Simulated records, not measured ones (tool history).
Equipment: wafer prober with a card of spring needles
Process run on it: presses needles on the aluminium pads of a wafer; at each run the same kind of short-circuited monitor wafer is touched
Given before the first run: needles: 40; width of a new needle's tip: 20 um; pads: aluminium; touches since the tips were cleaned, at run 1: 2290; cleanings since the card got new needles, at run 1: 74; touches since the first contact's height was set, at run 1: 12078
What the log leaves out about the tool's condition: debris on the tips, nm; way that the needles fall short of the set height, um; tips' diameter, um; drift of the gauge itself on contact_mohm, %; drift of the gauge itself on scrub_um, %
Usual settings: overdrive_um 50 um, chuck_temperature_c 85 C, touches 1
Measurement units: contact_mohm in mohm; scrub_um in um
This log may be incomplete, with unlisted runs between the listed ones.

| run | day | overdrive_um | chuck_temperature_c | touches | touches since the tips were cleaned | cleanings since the card got new needles | touches since the first contact's height was set | contact_mohm | scrub_um |
|---|---|---|---|---|---|---|---|---|---|
| 1 | 0.000 | 50 | 85 | 1 | 2290 | 74 | 12078 | 285 | 8.48 |
|  | 0.117 | tips cleaned on abrasive film |
|  | 0.575 | tips cleaned on abrasive film |
|  | 1.150 | tips cleaned on abrasive film |
|  | 1.608 | tips cleaned on abrasive film |
|  | 2.179 | tips cleaned on abrasive film |
|  | 2.754 | tips cleaned on abrasive film |
| 2 | 2.775 | 50 | 85 | 1 | 131 | 80 | 28989 | 174 | 8.46 |
|  | 3.233 | tips cleaned on abrasive film |
|  | 3.692 | tips cleaned on abrasive film |
|  | 4.267 | tips cleaned on abrasive film |
|  | 4.725 | tips cleaned on abrasive film |
|  | 5.296 | tips cleaned on abrasive film |
| 3 | 5.654 | 50 | 85 | 1 | 2197 | 85 | 46567 | 280 | 8.42 |
|  | 5.771 | tips cleaned on abrasive film |
|  | 6.229 | tips cleaned on abrasive film |
|  | 6.804 | tips cleaned on abrasive film |
|  | 7.262 | tips cleaned on abrasive film |
|  | 7.833 | tips cleaned on abrasive film |
|  | 8.408 | tips cleaned on abrasive film |
|  | 8.979 | tips cleaned on abrasive film |
| 4 | 9.308 | 50 | 85 | 1 | 2014 | 92 | 68857 | 285 | 8.28 |
|  | 9.538 | tips cleaned on abrasive film |
|  | 10.112 | tips cleaned on abrasive film |
|  | 10.683 | tips cleaned on abrasive film |
|  | 11.142 | tips cleaned on abrasive film |
|  | 11.717 | tips cleaned on abrasive film |
| 5 | 12.121 | 50 | 85 | 1 | 2501 | 97 | 86040 | 295 | 8.30 |
|  | 12.242 | tips cleaned on abrasive film |
|  | 12.700 | tips cleaned on abrasive film |
|  | 13.271 | tips cleaned on abrasive film |
|  | 13.729 | tips cleaned on abrasive film |
|  | 14.304 | tips cleaned on abrasive film |
|  | 14.875 | tips cleaned on abrasive film |
|  | 15.450 | tips cleaned on abrasive film |
|  | 15.908 | tips cleaned on abrasive film |
| 6 | 16.046 | 50 | 85 | 1 | 845 | 105 | 109956 | 231 | 8.15 |
|  | 16.388 | tips cleaned on abrasive film |
|  | 16.850 | tips cleaned on abrasive film |
|  | 17.088 | height of the first contact set anew |
|  | 17.433 | tips cleaned on abrasive film |
|  | 17.904 | tips cleaned on abrasive film |
| 7 | 17.904 | 50 | 85 | 2 | 0 | 109 | 4978 | 150 | 8.56 |
|  | 18.479 | tips cleaned on abrasive film |
|  | 18.938 | tips cleaned on abrasive film |
|  | 19.508 | tips cleaned on abrasive film |
|  | 19.971 | tips cleaned on abrasive film |
|  | 20.429 | tips cleaned on abrasive film |
|  | 21.000 | tips cleaned on abrasive film |
| 8 | 21.233 | 47 | 85 | 1 | 1446 | 115 | 25299 | 266 | 8.02 |
|  | 21.467 | tips cleaned on abrasive film |
|  | 21.925 | tips cleaned on abrasive film |
|  | 22.496 | tips cleaned on abrasive film |
| 9 | 22.921 | 47 | 85 | 1 | 2606 | 118 | 35586 | 322 | 7.96 |
|  | 23.038 | tips cleaned on abrasive film |
|  | 23.612 | tips cleaned on abrasive film |
|  | 24.183 | tips cleaned on abrasive film |
|  | 24.754 | tips cleaned on abrasive film |
|  | 25.329 | tips cleaned on abrasive film |
|  | 25.788 | tips cleaned on abrasive film |
| 10 | 26.196 | 47 | 79 | 1 | 2507 | 124 | 55572 | 320 | 7.82 |
|  | 26.312 | tips cleaned on abrasive film |
|  | 26.888 | tips cleaned on abrasive film |
|  | 27.458 | tips cleaned on abrasive film |
|  | 28.029 | tips cleaned on abrasive film |
|  | 28.604 | tips cleaned on abrasive film |
|  | 29.175 | tips cleaned on abrasive film |
|  | 29.633 | tips cleaned on abrasive film |
| 11 | 29.954 | 58 | 85 | 1 | 1966 | 131 | 78513 | 250 | 9.69 |
|  | 30.188 | tips cleaned on abrasive film |
|  | 30.758 | tips cleaned on abrasive film |
|  | 31.217 | tips cleaned on abrasive film |
|  | 31.792 | tips cleaned on abrasive film |
| 12 | 31.838 | 50 | 29 | 1 | 282 | 135 | 89980 | 176 | 8.17 |
|  | 32.296 | tips cleaned on abrasive film |
|  | 32.754 | tips cleaned on abrasive film |
|  | 33.325 | tips cleaned on abrasive film |
|  | 33.783 | tips cleaned on abrasive film |
|  | 34.358 | tips cleaned on abrasive film |
|  | 34.817 | tips cleaned on abrasive film |
|  | 35.388 | tips cleaned on abrasive film |
| 13 | 35.475 | 49 | 85 | 2 | 531 | 142 | 112182 | 187 | 7.86 |
|  | 35.933 | tips cleaned on abrasive film |
|  | 36.058 | height of the first contact set anew |
|  | 36.404 | tips cleaned on abrasive film |
|  | 36.862 | tips cleaned on abrasive film |
|  | 37.438 | tips cleaned on abrasive film |
|  | 38.008 | tips cleaned on abrasive film |
| 14 | 38.429 | 44 | 28 | 1 | 2575 | 147 | 14459 | 362 | 7.54 |
|  | 38.546 | tips cleaned on abrasive film |
|  | 39.004 | tips cleaned on abrasive film |
|  | 39.575 | tips cleaned on abrasive film |
|  | 40.108 | tips cleaned on abrasive film |
| 15 | 40.108 | 43 | 41 | 3 | 0 | 151 | 24699 | 151 | 7.29 |
|  | 40.683 | tips cleaned on abrasive film |
|  | 41.254 | tips cleaned on abrasive film |
|  | 41.829 | tips cleaned on abrasive film |
|  | 42.400 | tips cleaned on abrasive film |
|  | 42.971 | tips cleaned on abrasive film |
| 16 | 43.271 | 51 | 87 | 1 | 1834 | 156 | 44010 | 285 | 8.62 |
|  | 43.504 | tips cleaned on abrasive film |
|  | 44.075 | tips cleaned on abrasive film |
|  | 44.646 | tips cleaned on abrasive film |
|  | 45.104 | tips cleaned on abrasive film |
|  | 45.679 | tips cleaned on abrasive film |
| 17 | 45.679 | 66 | 85 | 2 | 0 | 161 | 58689 | 146 | 11.04 |
|  | 46.138 | tips cleaned on abrasive film |
|  | 46.596 | tips cleaned on abrasive film |
|  | 47.167 | tips cleaned on abrasive film |
|  | 47.742 | tips cleaned on abrasive film |
|  | 48.312 | tips cleaned on abrasive film |
|  | 48.771 | tips cleaned on abrasive film |
|  | 49.346 | tips cleaned on abrasive film |
| 18 | 49.483 | 66 | 85 | 2 | 858 | 168 | 81919 | 178 | 10.88 |
|  | 49.829 | tips cleaned on abrasive film |
|  | 50.400 | tips cleaned on abrasive film |
|  | 50.862 | tips cleaned on abrasive film |
|  | 51.433 | tips cleaned on abrasive film |
|  | 51.892 | tips cleaned on abrasive film |
|  | 52.467 | tips cleaned on abrasive film |
| 19 | 52.492 | 37 | 43 | 1 | 173 | 174 | 100267 | 236 | 5.93 |
|  | 52.950 | tips cleaned on abrasive film |
|  | 53.525 | tips cleaned on abrasive film |
|  | 53.983 | tips cleaned on abrasive film |
|  | 54.554 | tips cleaned on abrasive film |
|  | 55.017 | tips cleaned on abrasive film |
|  | 55.029 | height of the first contact set anew |
|  | 55.600 | tips cleaned on abrasive film |
| 20 | 56.004 | 65 | 85 | 1 | 2482 | 180 | 5977 | 245 | 11.03 |
|  | 56.121 | tips cleaned on abrasive film |
|  | 56.696 | tips cleaned on abrasive film |
|  | 57.267 | tips cleaned on abrasive film |
|  | 57.838 | tips cleaned on abrasive film |
|  | 58.412 | tips cleaned on abrasive film |
|  | 58.983 | tips cleaned on abrasive film |
|  | 59.558 | tips cleaned on abrasive film |
| 21 | 59.796 | 56 | 96 | 2 | 1463 | 187 | 29113 | 204 | 9.46 |
|  | 60.025 | tips cleaned on abrasive film |
|  | 60.596 | tips cleaned on abrasive film |
|  | 61.171 | tips cleaned on abrasive film |
|  | 61.629 | tips cleaned on abrasive film |
|  | 62.088 | tips cleaned on abrasive film |
| 22 | 62.396 | 36 | 47 | 1 | 1884 | 192 | 44974 | 415 | 6.03 |
|  | 62.625 | tips cleaned on abrasive film |
|  | 63.083 | tips cleaned on abrasive film |
|  | 63.658 | tips cleaned on abrasive film |
|  | 64.229 | tips cleaned on abrasive film |
|  | 64.804 | tips cleaned on abrasive film |
| 23 | 64.988 | 47 | 98 | 1 | 1140 | 197 | 60795 | 284 | 7.78 |

Across each entry between runs, compare the hidden state at the last listed run before it with the hidden state at the first listed run after it:
Runs 1 to 2: tips cleaned on abrasive film (day 0.117); tips cleaned on abrasive film (day 0.575); tips cleaned on abrasive film (day 1.150); tips cleaned on abrasive film (day 1.608); tips cleaned on abrasive film (day 2.179); tips cleaned on abrasive film (day 2.754)
  debris on the tips, nm: 138.2 -> 29; way that the needles fall short of the set height, um: 0.19 -> 0.57; tips' diameter, um: 21.77 -> 21.9
  measured less the result without the state, contact_mohm: +141 -> +32 mohm; scrub_um: -0.03 -> -0.09 um
Runs 2 to 3: tips cleaned on abrasive film (day 3.233); tips cleaned on abrasive film (day 3.692); tips cleaned on abrasive film (day 4.267); tips cleaned on abrasive film (day 4.725); tips cleaned on abrasive film (day 5.296)
  debris on the tips, nm: 29 -> 129.6; way that the needles fall short of the set height, um: 0.57 -> 0.92; tips' diameter, um: 21.9 -> 22.02
  measured less the result without the state, contact_mohm: +32 -> +138 mohm; scrub_um: -0.09 -> -0.15 um
Runs 3 to 4: tips cleaned on abrasive film (day 5.771); tips cleaned on abrasive film (day 6.229); tips cleaned on abrasive film (day 6.804); tips cleaned on abrasive film (day 7.262); tips cleaned on abrasive film (day 7.833); tips cleaned on abrasive film (day 8.408); tips cleaned on abrasive film (day 8.979)
  debris on the tips, nm: 129.6 -> 126.9; way that the needles fall short of the set height, um: 0.92 -> 1.37; tips' diameter, um: 22.02 -> 22.18
  measured less the result without the state, contact_mohm: +138 -> +142 mohm; scrub_um: -0.15 -> -0.23 um
Runs 4 to 5: tips cleaned on abrasive film (day 9.538); tips cleaned on abrasive film (day 10.112); tips cleaned on abrasive film (day 10.683); tips cleaned on abrasive film (day 11.142); tips cleaned on abrasive film (day 11.717)
  debris on the tips, nm: 126.9 -> 134.6; way that the needles fall short of the set height, um: 1.37 -> 1.67; tips' diameter, um: 22.18 -> 22.29
  measured less the result without the state, contact_mohm: +142 -> +151 mohm; scrub_um: -0.23 -> -0.28 um
Runs 5 to 6: tips cleaned on abrasive film (day 12.242); tips cleaned on abrasive film (day 12.700); tips cleaned on abrasive film (day 13.271); tips cleaned on abrasive film (day 13.729); tips cleaned on abrasive film (day 14.304); tips cleaned on abrasive film (day 14.875); tips cleaned on abrasive film (day 15.450); tips cleaned on abrasive film (day 15.908)
  debris on the tips, nm: 134.6 -> 72.6; way that the needles fall short of the set height, um: 1.67 -> 2.18; tips' diameter, um: 22.29 -> 22.47
  measured less the result without the state, contact_mohm: +151 -> +87 mohm; scrub_um: -0.28 -> -0.37 um
Runs 6 to 7: tips cleaned on abrasive film (day 16.388); tips cleaned on abrasive film (day 16.850); height of the first contact set anew (day 17.088); tips cleaned on abrasive film (day 17.433); tips cleaned on abrasive film (day 17.904)
  debris on the tips, nm: 72.6 -> 9.1; way that the needles fall short of the set height, um: 2.18 -> 0.14; tips' diameter, um: 22.47 -> 22.55
  measured less the result without the state, contact_mohm: +87 -> +8 mohm; scrub_um: -0.37 -> -0.02 um
Runs 7 to 8: tips cleaned on abrasive film (day 18.479); tips cleaned on abrasive film (day 18.938); tips cleaned on abrasive film (day 19.508); tips cleaned on abrasive film (day 19.971); tips cleaned on abrasive film (day 20.429); tips cleaned on abrasive film (day 21.000)
  debris on the tips, nm: 9.1 -> 97.9; way that the needles fall short of the set height, um: 0.14 -> 0.54; tips' diameter, um: 22.55 -> 22.69
  measured less the result without the state, contact_mohm: +8 -> +122 mohm; scrub_um: -0.02 -> -0.09 um
Runs 8 to 9: tips cleaned on abrasive film (day 21.467); tips cleaned on abrasive film (day 21.925); tips cleaned on abrasive film (day 22.496)
  debris on the tips, nm: 97.9 -> 140.5; way that the needles fall short of the set height, um: 0.54 -> 0.71; tips' diameter, um: 22.69 -> 22.75
  measured less the result without the state, contact_mohm: +122 -> +177 mohm; scrub_um: -0.09 -> -0.12 um
Runs 9 to 10: tips cleaned on abrasive film (day 23.038); tips cleaned on abrasive film (day 23.612); tips cleaned on abrasive film (day 24.183); tips cleaned on abrasive film (day 24.754); tips cleaned on abrasive film (day 25.329); tips cleaned on abrasive film (day 25.788)
  debris on the tips, nm: 140.5 -> 133.4; way that the needles fall short of the set height, um: 0.71 -> 1.14; tips' diameter, um: 22.75 -> 22.9
  measured less the result without the state, contact_mohm: +177 -> +177 mohm; scrub_um: -0.12 -> -0.20 um
Runs 10 to 11: tips cleaned on abrasive film (day 26.312); tips cleaned on abrasive film (day 26.888); tips cleaned on abrasive film (day 27.458); tips cleaned on abrasive film (day 28.029); tips cleaned on abrasive film (day 28.604); tips cleaned on abrasive film (day 29.175); tips cleaned on abrasive film (day 29.633)
  debris on the tips, nm: 133.4 -> 119; way that the needles fall short of the set height, um: 1.14 -> 1.66; tips' diameter, um: 22.9 -> 23.09
  measured less the result without the state, contact_mohm: +177 -> +109 mohm; scrub_um: -0.20 -> -0.29 um
Runs 11 to 12: tips cleaned on abrasive film (day 30.188); tips cleaned on abrasive film (day 30.758); tips cleaned on abrasive film (day 31.217); tips cleaned on abrasive film (day 31.792)
  debris on the tips, nm: 119 -> 30.7; way that the needles fall short of the set height, um: 1.66 -> 1.93; tips' diameter, um: 23.09 -> 23.18
  measured less the result without the state, contact_mohm: +109 -> +43 mohm; scrub_um: -0.29 -> -0.33 um
Runs 12 to 13: tips cleaned on abrasive film (day 32.296); tips cleaned on abrasive film (day 32.754); tips cleaned on abrasive film (day 33.325); tips cleaned on abrasive film (day 33.783); tips cleaned on abrasive film (day 34.358); tips cleaned on abrasive film (day 34.817); tips cleaned on abrasive film (day 35.388)
  debris on the tips, nm: 30.7 -> 49.4; way that the needles fall short of the set height, um: 1.93 -> 2.38; tips' diameter, um: 23.18 -> 23.34
  measured less the result without the state, contact_mohm: +43 -> +43 mohm; scrub_um: -0.33 -> -0.41 um
Runs 13 to 14: tips cleaned on abrasive film (day 35.933); height of the first contact set anew (day 36.058); tips cleaned on abrasive film (day 36.404); tips cleaned on abrasive film (day 36.862); tips cleaned on abrasive film (day 37.438); tips cleaned on abrasive film (day 38.008)
  debris on the tips, nm: 49.4 -> 139.8; way that the needles fall short of the set height, um: 2.38 -> 0.28; tips' diameter, um: 23.34 -> 23.46
  measured less the result without the state, contact_mohm: +43 -> +226 mohm; scrub_um: -0.41 -> -0.04 um
Runs 14 to 15: tips cleaned on abrasive film (day 38.546); tips cleaned on abrasive film (day 39.004); tips cleaned on abrasive film (day 39.575); tips cleaned on abrasive film (day 40.108)
  debris on the tips, nm: 139.8 -> 15.7; way that the needles fall short of the set height, um: 0.28 -> 0.57; tips' diameter, um: 23.46 -> 23.56
  measured less the result without the state, contact_mohm: +226 -> +13 mohm; scrub_um: -0.04 -> -0.10 um
Runs 15 to 16: tips cleaned on abrasive film (day 40.683); tips cleaned on abrasive film (day 41.254); tips cleaned on abrasive film (day 41.829); tips cleaned on abrasive film (day 42.400); tips cleaned on abrasive film (day 42.971)
  debris on the tips, nm: 15.7 -> 120.4; way that the needles fall short of the set height, um: 0.57 -> 0.93; tips' diameter, um: 23.56 -> 23.68
  measured less the result without the state, contact_mohm: +13 -> +142 mohm; scrub_um: -0.10 -> -0.16 um
Runs 16 to 17: tips cleaned on abrasive film (day 43.504); tips cleaned on abrasive film (day 44.075); tips cleaned on abrasive film (day 44.646); tips cleaned on abrasive film (day 45.104); tips cleaned on abrasive film (day 45.679)
  debris on the tips, nm: 120.4 -> 11.2; way that the needles fall short of the set height, um: 0.93 -> 1.29; tips' diameter, um: 23.68 -> 23.81
  measured less the result without the state, contact_mohm: +142 -> +7 mohm; scrub_um: -0.16 -> -0.22 um
Runs 17 to 18: tips cleaned on abrasive film (day 46.138); tips cleaned on abrasive film (day 46.596); tips cleaned on abrasive film (day 47.167); tips cleaned on abrasive film (day 47.742); tips cleaned on abrasive film (day 48.312); tips cleaned on abrasive film (day 48.771); tips cleaned on abrasive film (day 49.346)
  debris on the tips, nm: 11.2 -> 75.2; way that the needles fall short of the set height, um: 1.29 -> 1.8; tips' diameter, um: 23.81 -> 23.98
  measured less the result without the state, contact_mohm: +7 -> +37 mohm; scrub_um: -0.22 -> -0.31 um
Runs 18 to 19: tips cleaned on abrasive film (day 49.829); tips cleaned on abrasive film (day 50.400); tips cleaned on abrasive film (day 50.862); tips cleaned on abrasive film (day 51.433); tips cleaned on abrasive film (day 51.892); tips cleaned on abrasive film (day 52.467)
  debris on the tips, nm: 75.2 -> 33.5; way that the needles fall short of the set height, um: 1.8 -> 2.18; tips' diameter, um: 23.98 -> 24.12
  measured less the result without the state, contact_mohm: +37 -> +91 mohm; scrub_um: -0.31 -> -0.37 um
Runs 19 to 20: tips cleaned on abrasive film (day 52.950); tips cleaned on abrasive film (day 53.525); tips cleaned on abrasive film (day 53.983); tips cleaned on abrasive film (day 54.554); tips cleaned on abrasive film (day 55.017); height of the first contact set anew (day 55.029); tips cleaned on abrasive film (day 55.600)
  debris on the tips, nm: 33.5 -> 137.8; way that the needles fall short of the set height, um: 2.18 -> 0.08; tips' diameter, um: 24.12 -> 24.28
  measured less the result without the state, contact_mohm: +91 -> +105 mohm; scrub_um: -0.37 -> -0.01 um
Runs 20 to 21: tips cleaned on abrasive film (day 56.121); tips cleaned on abrasive film (day 56.696); tips cleaned on abrasive film (day 57.267); tips cleaned on abrasive film (day 57.838); tips cleaned on abrasive film (day 58.412); tips cleaned on abrasive film (day 58.983); tips cleaned on abrasive film (day 59.558)
  debris on the tips, nm: 137.8 -> 96.9; way that the needles fall short of the set height, um: 0.08 -> 0.54; tips' diameter, um: 24.28 -> 24.44
  measured less the result without the state, contact_mohm: +105 -> +62 mohm; scrub_um: -0.01 -> -0.10 um
Runs 21 to 22: tips cleaned on abrasive film (day 60.025); tips cleaned on abrasive film (day 60.596); tips cleaned on abrasive film (day 61.171); tips cleaned on abrasive film (day 61.629); tips cleaned on abrasive film (day 62.088)
  debris on the tips, nm: 96.9 -> 103.3; way that the needles fall short of the set height, um: 0.54 -> 0.84; tips' diameter, um: 24.44 -> 24.54
  measured less the result without the state, contact_mohm: +62 -> +271 mohm; scrub_um: -0.10 -> -0.14 um
Runs 22 to 23: tips cleaned on abrasive film (day 62.625); tips cleaned on abrasive film (day 63.083); tips cleaned on abrasive film (day 63.658); tips cleaned on abrasive film (day 64.229); tips cleaned on abrasive film (day 64.804)
  debris on the tips, nm: 103.3 -> 87.1; way that the needles fall short of the set height, um: 0.84 -> 1.18; tips' diameter, um: 24.54 -> 24.66
  measured less the result without the state, contact_mohm: +271 -> +133 mohm; scrub_um: -0.14 -> -0.20 um

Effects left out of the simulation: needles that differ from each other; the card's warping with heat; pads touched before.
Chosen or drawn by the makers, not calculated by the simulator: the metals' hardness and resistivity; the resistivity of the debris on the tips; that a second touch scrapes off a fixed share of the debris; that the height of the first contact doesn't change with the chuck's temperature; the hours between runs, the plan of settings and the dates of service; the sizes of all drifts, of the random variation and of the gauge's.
